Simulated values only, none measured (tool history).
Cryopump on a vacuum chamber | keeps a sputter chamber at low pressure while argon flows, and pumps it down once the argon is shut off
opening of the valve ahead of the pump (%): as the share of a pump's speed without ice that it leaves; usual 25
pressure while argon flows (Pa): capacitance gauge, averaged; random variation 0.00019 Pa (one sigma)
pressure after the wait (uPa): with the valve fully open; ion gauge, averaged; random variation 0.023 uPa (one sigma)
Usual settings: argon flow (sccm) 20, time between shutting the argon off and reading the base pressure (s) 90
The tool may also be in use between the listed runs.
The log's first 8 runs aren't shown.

run,day,argon flow (sccm),time between shutting the argon off and reading the base pressure (s),opening of the valve ahead of the pump (%),pressure while argon flows (Pa),pressure after the wait (uPa)
9,18.250,20,181,40,0.0370,1.65
10,19.996,20,181,40,0.0371,1.69
11,22.225,20,181,40,0.0371,1.70
12,25.008,20,90,25,0.0589,2.01
13,27.321,20,90,25,0.0590,2.03
14,29.921,20,90,25,0.0591,2.11
15,31.662,20,90,25,0.0592,2.17
16,32.908,20,90,25,0.0595,2.19
17,35.588,20,90,34,0.0445,2.24
18,38.175,20,90,34,0.0447,2.24
19,40.775,20,90,34,0.0449,2.36
20,42.100,20,52,29,0.0523,2.90

The next listed run, before its measurement:
# day 42.708: pump warmed up, emptied and cooled again
21,43.912,20,197,25,?,?

pressure while argon flows (Pa): 0.0577
pressure after the wait (uPa): 1.79
Without the tool's hidden state the same run would have given pressure while argon flows (Pa) 0.0573, pressure after the wait (uPa) 0.43.
